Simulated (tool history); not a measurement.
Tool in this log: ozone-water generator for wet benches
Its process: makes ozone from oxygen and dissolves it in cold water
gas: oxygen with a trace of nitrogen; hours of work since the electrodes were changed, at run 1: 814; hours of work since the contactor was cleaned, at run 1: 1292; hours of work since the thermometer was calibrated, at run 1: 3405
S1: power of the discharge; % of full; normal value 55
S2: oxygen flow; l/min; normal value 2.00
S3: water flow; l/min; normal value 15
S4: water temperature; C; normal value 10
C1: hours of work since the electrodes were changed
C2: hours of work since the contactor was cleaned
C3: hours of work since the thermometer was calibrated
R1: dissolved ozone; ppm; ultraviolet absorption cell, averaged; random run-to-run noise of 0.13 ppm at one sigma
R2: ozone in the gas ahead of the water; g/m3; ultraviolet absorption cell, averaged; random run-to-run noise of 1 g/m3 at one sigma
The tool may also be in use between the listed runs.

run	day	S1	S2	S3	S4	C1	C2	C3	R1	R2
1	0.000	55	2.00	15	10	814	1292	3405	13.5	178.5
2	2.054	55	2.00	15	10	861	1339	3452	13.2	178.0
3	3.321	55	2.00	18	10	890	1368	3481	11.1	178.7
4	6.033	55	2.00	18	10	952	1430	3543	11.1	178.4
5	7.842	55	2.00	18	10	993	1471	3584	10.9	179.2
6	9.812	55	2.00	23	10	1038	1516	3629	8.2	177.6
7	11.971	55	2.00	23	10	1087	1565	3678	8.1	179.1
8	13.371	55	2.00	23	10	1119	1597	3710	8.4	178.3
9	16.225	59	2.00	15	10	1184	1663	3775	14.3	191.6
10	17.838	55	2.00	16	10	1221	1699	3812	12.3	178.4
11	19.842	92	2.00	15	10	1267	1745	3858	21.7	288.2
12	21.604	92	2.00	15	10	1307	1785	3898	21.2	287.1
13	23.342	59	2.00	15	10	1347	1825	3938	14.1	191.5
14	25.696	59	2.00	15	10	1400	1879	3991	14.3	189.6
15	28.075	59	1.97	10	10	1455	1933	4046	21.2	191.3
16	30.500	55	1.19	15	10	1510	1989	4101	12.2	246.1
17	32.421	55	1.50	12	15	1554	2032	4145	15.5	211.8
18	33.650	55	1.50	12	15	1582	2060	4173	15.5	210.6
19	36.121	55	1.50	19	7	1638	2117	4229	9.8	213.2
20	37.983	98	1.50	23	8	1681	2159	4272	13.2	360.3
21	39.375	98	1.50	23	8	1713	2191	4304	13.2	361.1
22	41.862	98	1.50	23	16	1770	2248	4361	12.8	358.6
23	44.375	98	1.50	23	16	1827	2305	4418	12.7	361.4
24	46.779	55	1.87	11	10	1882	2360	4473	18.1	187.2
25	48.075	55	1.87	11	10	1911	2390	4502	18.1	187.1
26	49.996	77	1.46	20	15	1955	2434	4546	12.0	294.7
27	52.525	59	2.00	17	10	2013	2491	4604	12.4	188.5

Predict each of these 5 candidate next runs independently; none follows another, all start after run 27:
A	55.500	70	1.31	15	10	2081	2559	4672	?	?
B	55.500	55	3.42	20	10	2081	2559	4672	?	?
C	55.500	75	2.00	10	10	2081	2559	4672	?	?
D	55.500	55	2.04	19	16	2081	2559	4672	?	?
E	55.500	96	2.00	13	9	2081	2559	4672	?	?

run	R1	R2
A	15.6	287.9
B	10.7	130.2
C	26.5	235.9
D	9.9	177.0
E	26.0	301.7
Had the tool no hidden state, the same runs would have come out as:
run	R1	R2
A	15.6	288.1
B	10.7	130.2
C	26.5	236.1
D	9.9	177.1
E	26.0	301.9
